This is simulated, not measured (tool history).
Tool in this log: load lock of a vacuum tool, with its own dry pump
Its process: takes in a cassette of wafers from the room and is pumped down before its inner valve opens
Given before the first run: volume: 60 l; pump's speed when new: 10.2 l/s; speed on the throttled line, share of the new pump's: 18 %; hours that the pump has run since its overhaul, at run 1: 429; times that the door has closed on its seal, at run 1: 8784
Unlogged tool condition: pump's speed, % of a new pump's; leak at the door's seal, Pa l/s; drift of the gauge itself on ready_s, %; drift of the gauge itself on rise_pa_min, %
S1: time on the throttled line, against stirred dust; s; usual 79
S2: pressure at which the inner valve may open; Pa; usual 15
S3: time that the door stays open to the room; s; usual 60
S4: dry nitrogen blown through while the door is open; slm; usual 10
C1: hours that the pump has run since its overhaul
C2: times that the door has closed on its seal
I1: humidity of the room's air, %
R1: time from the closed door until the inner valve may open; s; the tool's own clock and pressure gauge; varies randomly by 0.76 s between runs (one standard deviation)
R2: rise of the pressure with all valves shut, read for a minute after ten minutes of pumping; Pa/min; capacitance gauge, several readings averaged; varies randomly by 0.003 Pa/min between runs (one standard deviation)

| run | hour | S1 | S2 | S3 | S4 | C1 | C2 | I1 | R1 | R2 |
|---|---|---|---|---|---|---|---|---|---|---|
| 1 | 0.0 | 79 | 15 | 60 | 10 | 429 | 8784 | 44.6 | 117.3 | 0.056 |
| 2 | 103.5 | 79 | 15 | 60 | 10 | 533 | 9233 | 46.8 | 117.8 | 0.067 |
| 3 | 256.1 | 79 | 15 | 60 | 10 | 685 | 9894 | 43.5 | 116.8 | 0.069 |
| 4 | 388.1 | 79 | 15 | 60 | 10 | 817 | 10466 | 40.5 | 117.8 | 0.066 |
| 5 | 551.0 | 79 | 15 | 60 | 10 | 980 | 11172 | 44.7 | 117.7 | 0.072 |
| 6 | 651.0 | 79 | 15 | 60 | 10 | 1080 | 11605 | 44.5 | 115.9 | 0.073 |
| 7 | 730.0 | 79 | 15 | 60 | 10 | 1159 | 11947 | 44.7 | 116.8 | 0.073 |
| 8 | 874.8 | 79 | 15 | 174 | 10 | 1304 | 12575 | 44.3 | 118.3 | 0.108 |
| 9 | 1019.7 | 79 | 15 | 174 | 10 | 1449 | 13202 | 46.7 | 118.1 | 0.118 |
| 10 | 1114.0 | 79 | 15 | 174 | 10 | 1543 | 13611 | 43.8 | 117.6 | 0.115 |
| 11 | 1271.9 | 79 | 15 | 174 | 10 | 1701 | 14295 | 43.6 | 117.0 | 0.118 |
| 12 | 1354.4 | 79 | 15 | 174 | 10 | 1783 | 14652 | 48.7 | 116.9 | 0.124 |
| 13 | 1491.2 | 79 | 15 | 60 | 7 | 1920 | 15245 | 47.9 | 116.7 | 0.106 |
| 14 | 1613.3 | 79 | 15 | 60 | 7 | 2042 | 15774 | 46.4 | 118.7 | 0.099 |
| 15 | 1747.4 | 79 | 11 | 60 | 10 | 2176 | 16355 | 43.4 | 119.0 | 0.094 |
| 16 | 1892.9 | 79 | 11 | 60 | 10 | 2322 | 16985 | 43.4 | 118.8 | 0.101 |
| 17 | 1970.9 | 79 | 11 | 60 | 10 | 2400 | 17323 | 44.6 | 118.2 | 0.104 |
| 18 | 2104.0 | 79 | 11 | 60 | 10 | 2533 | 17900 | 45.0 | 121.1 | 0.107 |
| 19 | 2254.2 | 79 | 15 | 60 | 10 | 2683 | 18551 | 39.9 | 119.2 | 0.102 |
| 20 | 2358.9 | 87 | 10 | 28 | 15 | 2788 | 19004 | 46.0 | 127.7 | 0.095 |
| 21 | 2502.2 | 87 | 10 | 28 | 15 | 2931 | 19625 | 44.3 | 127.6 | 0.104 |
| 22 | 2579.7 | 87 | 10 | 70 | 15 | 3009 | 19961 | 46.9 | 126.9 | 0.120 |
| 23 | 2653.6 | 87 | 24 | 70 | 15 | 3083 | 20281 | 44.0 | 123.1 | 0.120 |
| 24 | 2807.9 | 87 | 24 | 70 | 15 | 3237 | 20950 | 44.0 | 121.4 | 0.125 |
| 25 | 2951.7 | 87 | 24 | 70 | 15 | 3381 | 21572 | 42.7 | 122.0 | 0.134 |
| 26 | 3043.5 | 87 | 24 | 70 | 15 | 3473 | 21970 | 42.9 | 123.2 | 0.127 |
| 27 | 3151.1 | 136 | 15 | 232 | 15 | 3580 | 22436 | 47.7 | 164.2 | 0.176 |
| 28 | 3306.5 | 136 | 15 | 232 | 15 | 3735 | 23109 | 44.9 | 163.9 | 0.169 |
| 29 | 3391.5 | 110 | 15 | 32 | 15 | 3820 | 23478 | 45.2 | 144.3 | 0.136 |
| 30 | 3464.1 | 110 | 15 | 32 | 15 | 3893 | 23792 | 47.4 | 144.6 | 0.136 |
| 31 | 3553.9 | 110 | 15 | 70 | 45 | 3983 | 24182 | 47.3 | 144.1 | 0.139 |
| 32 | 3658.1 | 42 | 24 | 70 | 45 | 4087 | 24633 | 46.6 | 85.8 | 0.139 |
| 33 | 3779.8 | 79 | 10 | 172 | 26 | 4209 | 25160 | 48.5 | 121.8 | 0.165 |
| 34 | 3865.8 | 77 | 21 | 40 | 35 | 4295 | 25532 | 45.4 | 114.6 | 0.140 |
| 35 | 3976.7 | 77 | 21 | 40 | 35 | 4406 | 26013 | 46.0 | 115.3 | 0.147 |
| 36 | 4079.5 | 79 | 15 | 33 | 10 | 4508 | 26458 | 44.1 | 118.6 | 0.160 |
| 37 | 4202.8 | 120 | 11 | 33 | 18 | 4632 | 26993 | 43.7 | 156.1 | 0.156 |

Alternative continuations, all from the tool just after run 37; predict every row:
| A | 4345.6 | 74 | 11 | 208 | 10 | 4775 | 27611 | 42.7 | ? | ? |
| B | 4345.6 | 66 | 15 | 34 | 22 | 4775 | 27611 | 46.0 | ? | ? |
| C | 4345.6 | 79 | 13 | 60 | 10 | 4775 | 27611 | 44.6 | ? | ? |
| D | 4345.6 | 41 | 15 | 57 | 10 | 4775 | 27611 | 43.6 | ? | ? |

| run | R1 | R2 |
|---|---|---|
| A | 116.5 | 0.212 |
| B | 110.1 | 0.162 |
| C | 120.1 | 0.177 |
| D | 88.9 | 0.172 |
Take away the tool's hidden state, keep each run's random variation, and the runs would have read:
| run | R1 | R2 |
|---|---|---|
| A | 113.6 | 0.068 |
| B | 107.2 | 0.017 |
| C | 117.3 | 0.032 |
| D | 85.7 | 0.029 |

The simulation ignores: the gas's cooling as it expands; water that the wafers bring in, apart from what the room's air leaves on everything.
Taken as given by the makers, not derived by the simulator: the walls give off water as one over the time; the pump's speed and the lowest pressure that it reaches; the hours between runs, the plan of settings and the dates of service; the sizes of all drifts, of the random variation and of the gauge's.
